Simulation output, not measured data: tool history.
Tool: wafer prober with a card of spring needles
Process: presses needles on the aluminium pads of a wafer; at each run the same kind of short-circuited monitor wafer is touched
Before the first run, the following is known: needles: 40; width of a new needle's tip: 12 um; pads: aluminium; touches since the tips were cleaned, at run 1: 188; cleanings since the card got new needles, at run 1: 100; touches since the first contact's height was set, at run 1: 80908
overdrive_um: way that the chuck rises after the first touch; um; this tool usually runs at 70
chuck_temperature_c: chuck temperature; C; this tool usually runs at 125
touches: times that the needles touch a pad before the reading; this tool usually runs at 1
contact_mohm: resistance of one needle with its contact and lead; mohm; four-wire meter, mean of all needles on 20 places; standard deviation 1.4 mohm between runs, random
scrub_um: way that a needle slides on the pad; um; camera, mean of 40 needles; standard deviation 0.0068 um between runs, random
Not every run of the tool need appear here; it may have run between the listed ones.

run     day  overdrive_um  chuck_temperature_c  touches  touches since the tips were cleaned  cleanings since the card got new needles  touches since the first contact's height was set  contact_mohm  scrub_um
  1   0.000            70                  125        1                                  188                                       100                                             80908           124    11.337
      0.617  -- tips cleaned on abrasive film
  2   1.046            70                  125        1                                 6043                                       101                                             95574           157    11.322
      1.275  -- tips cleaned on abrasive film
      1.929  -- tips cleaned on abrasive film
      2.479  -- tips cleaned on abrasive film
  3   2.862            70                   44        1                                 5386                                       104                                            120971           141    11.294
      3.100  -- tips cleaned on abrasive film
      3.379  -- height of the first contact set anew
      3.754  -- tips cleaned on abrasive film
      4.333  -- tips cleaned on abrasive film
  4   4.767            70                  125        1                                 6064                                       107                                             19412           150    11.416
      4.904  -- tips cleaned on abrasive film
      5.288  -- tips cleaned on abrasive film, once more
      5.896  -- tips cleaned on abrasive film
  5   6.138            70                  125        1                                 3389                                       110                                             38580           141    11.396
      6.496  -- tips cleaned on abrasive film
  6   7.004            70                  125        1                                 7176                                       111                                             50747           154    11.391
      7.129  -- tips cleaned on abrasive film
      7.775  -- tips cleaned on abrasive film
  7   8.183            70                  125        1                                 5707                                       113                                             67192           150    11.371
      8.321  -- tips cleaned on abrasive film
      8.938  -- tips cleaned on abrasive film
  8   9.429            68                  125        1                                 6939                                       115                                             84655           156    11.024
      9.567  -- tips cleaned on abrasive film
     10.200  -- tips cleaned on abrasive film
     10.775  -- tips cleaned on abrasive film
  9  10.917            70                  125        1                                 1996                                       118                                            105434           135    11.319
     11.346  -- tips cleaned on abrasive film
     11.921  -- tips cleaned on abrasive film
     12.458  -- tips cleaned on abrasive film
     12.508  -- height of the first contact set anew
 10  12.508            70                  125        1                                  511                                       121                                                 0           124    11.430
     13.012  -- tips cleaned on abrasive film
     13.571  -- tips cleaned on abrasive film
 11  13.583            70                  125        1                                  173                                       123                                             15018           125    11.408
     14.225  -- tips cleaned on abrasive film
     14.817  -- tips cleaned on abrasive film
 12  14.817            70                  125        1                                    0                                       125                                             32287           120    11.391
     15.396  -- tips cleaned on abrasive film
     15.975  -- tips cleaned on abrasive film
     16.621  -- tips cleaned on abrasive film
 13  16.908            70                  125        1                                 4041                                       128                                             61569           148    11.363
     17.250  -- tips cleaned on abrasive film
     17.842  -- tips cleaned on abrasive film
     18.492  -- tips cleaned on abrasive film
 14  18.721            70                  125        1                                 3226                                       131                                             86912           143    11.334
     19.046  -- tips cleaned on abrasive film
     19.629  -- tips cleaned on abrasive film
     20.250  -- tips cleaned on abrasive film
 15  20.250            70                  125        1                                    0                                       134                                            108279           122    11.333
     20.912  -- tips cleaned on abrasive film
     21.554  -- tips cleaned on abrasive film
     21.692  -- height of the first contact set anew
 16  21.717            70                  118        2                                 2134                                       136                                               350           131    11.432
     22.121  -- tips cleaned on abrasive film
     22.717  -- tips cleaned on abrasive film
     23.375  -- tips cleaned on abrasive film
 17  23.596            70                   45        3                                 3078                                       139                                             26634           119    11.394
     23.979  -- tips cleaned on abrasive film
     24.562  -- tips cleaned on abrasive film
 18  24.896            70                   45        3                                 4730                                       141                                             44859           122    11.388
     25.167  -- tips cleaned on abrasive film
     25.775  -- tips cleaned on abrasive film
 19  26.079            57                   45        3                                 4324                                       143                                             61399           129     9.261
     26.342  -- tips cleaned on abrasive film
     26.983  -- tips cleaned on abrasive film
 20  27.354            57                   45        3                                 5205                                       145                                             79201           129     9.233
     27.608  -- tips cleaned on abrasive film
     28.250  -- tips cleaned on abrasive film
 21  28.525            57                   45        3                                 3920                                       147                                             95633           129     9.228
     28.888  -- tips cleaned on abrasive film
     29.517  -- tips cleaned on abrasive film
 22  30.042            52                   51        2                                 7391                                       149                                            116874           154     8.394
     30.179  -- tips cleaned on abrasive film
     30.804  -- tips cleaned on abrasive film
     30.817  -- height of the first contact set anew
     31.446  -- tips cleaned on abrasive film
 23  31.475            57                   56        1                                  367                                       152                                              9208           125     9.290
     32.004  -- tips cleaned on abrasive film
     32.625  -- tips cleaned on abrasive film
 24  32.758            66                   56        2                                 1864                                       154                                             27199           126    10.753
     33.246  -- tips cleaned on abrasive film
     33.846  -- tips cleaned on abrasive film
 25  33.846            77                  125        3                                    0                                       156                                             42365           119    12.524
     34.500  -- tips cleaned on abrasive film
     35.142  -- tips cleaned on abrasive film
 26  35.167            77                  125        3                                  345                                       158                                             60860           118    12.516
     35.792  -- tips cleaned on abrasive film
     36.429  -- tips cleaned on abrasive film
     37.054  -- tips cleaned on abrasive film
 27  37.112            51                   36        1                                  829                                       161                                             88102           133     8.246
     37.608  -- tips cleaned on abrasive film
     38.196  -- tips cleaned on abrasive film
 28  38.638            51                   53        1                                 6236                                       163                                            109479           188     8.231
     38.775  -- tips cleaned on abrasive film
     39.392  -- tips cleaned on abrasive film
 29  39.538            56                   53        1                                 2020                                       165                                            122003           143     9.030

Each row is a separate what-if for the run after 29, all from the same tool condition, not one after another. Results?
     40.046  -- tips cleaned on abrasive film
     40.058  -- height of the first contact set anew
     40.700  -- tips cleaned on abrasive film
     41.279  -- tips cleaned on abrasive film
  A  41.700            58                  125        2                                 5899                                       168                                             23003             ?         ?
     40.046  -- tips cleaned on abrasive film
     40.058  -- height of the first contact set anew
     40.700  -- tips cleaned on abrasive film
     41.279  -- tips cleaned on abrasive film
  B  41.700            56                   92        2                                 5899                                       168                                             23003             ?         ?
     40.046  -- tips cleaned on abrasive film
     40.058  -- height of the first contact set anew
     40.700  -- tips cleaned on abrasive film
     41.279  -- tips cleaned on abrasive film
  C  41.700            70                   48        1                                 5899                                       168                                             23003             ?         ?

run  contact_mohm  scrub_um
  A           150     9.461
  B           151     9.139
  C           150    11.412
What these runs would have given with no unlogged condition in the tool:
run  contact_mohm  scrub_um
  A           119     9.474
  B           116     9.152
  C           107    11.426

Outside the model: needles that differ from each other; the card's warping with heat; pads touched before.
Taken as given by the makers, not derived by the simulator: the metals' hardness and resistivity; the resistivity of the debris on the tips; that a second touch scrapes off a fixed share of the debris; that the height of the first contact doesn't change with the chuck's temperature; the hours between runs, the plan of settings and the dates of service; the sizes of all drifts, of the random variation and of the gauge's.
